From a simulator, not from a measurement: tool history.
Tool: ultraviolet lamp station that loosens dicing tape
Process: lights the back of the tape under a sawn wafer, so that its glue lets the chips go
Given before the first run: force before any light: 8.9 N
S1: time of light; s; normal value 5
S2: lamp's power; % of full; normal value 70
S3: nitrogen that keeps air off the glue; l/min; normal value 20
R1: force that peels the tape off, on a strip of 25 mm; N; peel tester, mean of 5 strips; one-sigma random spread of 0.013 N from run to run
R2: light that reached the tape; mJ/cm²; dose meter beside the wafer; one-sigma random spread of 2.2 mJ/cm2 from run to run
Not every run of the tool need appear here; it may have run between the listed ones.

run,day,S1,S2,S3,R1,R2
1,0.000,5,70,20,0.557,198
2,0.892,5,70,20,0.586,196
3,1.750,5,70,20,0.587,195
4,2.475,5,70,20,0.585,197
5,3.100,5,70,20,0.585,193
6,3.704,2,70,20,2.592,80
# day 4.200: window cleaned of glue's vapour
7,4.392,2,70,20,2.665,79
8,4.992,2,71,20,2.629,78
9,5.654,5,70,13,0.804,192
10,6.275,5,70,20,0.578,193
11,6.850,5,70,7,1.306,193
12,7.529,5,70,7,1.302,199
13,8.012,10,70,7,0.357,387
14,8.904,9,65,14,0.303,328
15,9.288,2,68,20,2.769,74
16,9.692,2,68,20,2.750,73
17,10.217,2,68,9,3.695,73
18,10.679,4,78,9,1.293,174
19,11.317,4,78,9,1.324,172
20,12.088,4,78,9,1.324,175
21,12.904,4,78,9,1.306,174

Below are 3 alternative next runs, each starting from the tool's condition after run 21. Predict each:
A,13.367,4,62,9,?,?
B,13.367,7,63,12,?,?
C,13.367,5,71,20,?,?

run,R1,R2
A,1.891,141
B,0.561,244
C,0.532,200
Without the tool's unlogged condition, the same runs would have read:
run,R1,R2
A,1.888,141
B,0.560,245
C,0.531,200
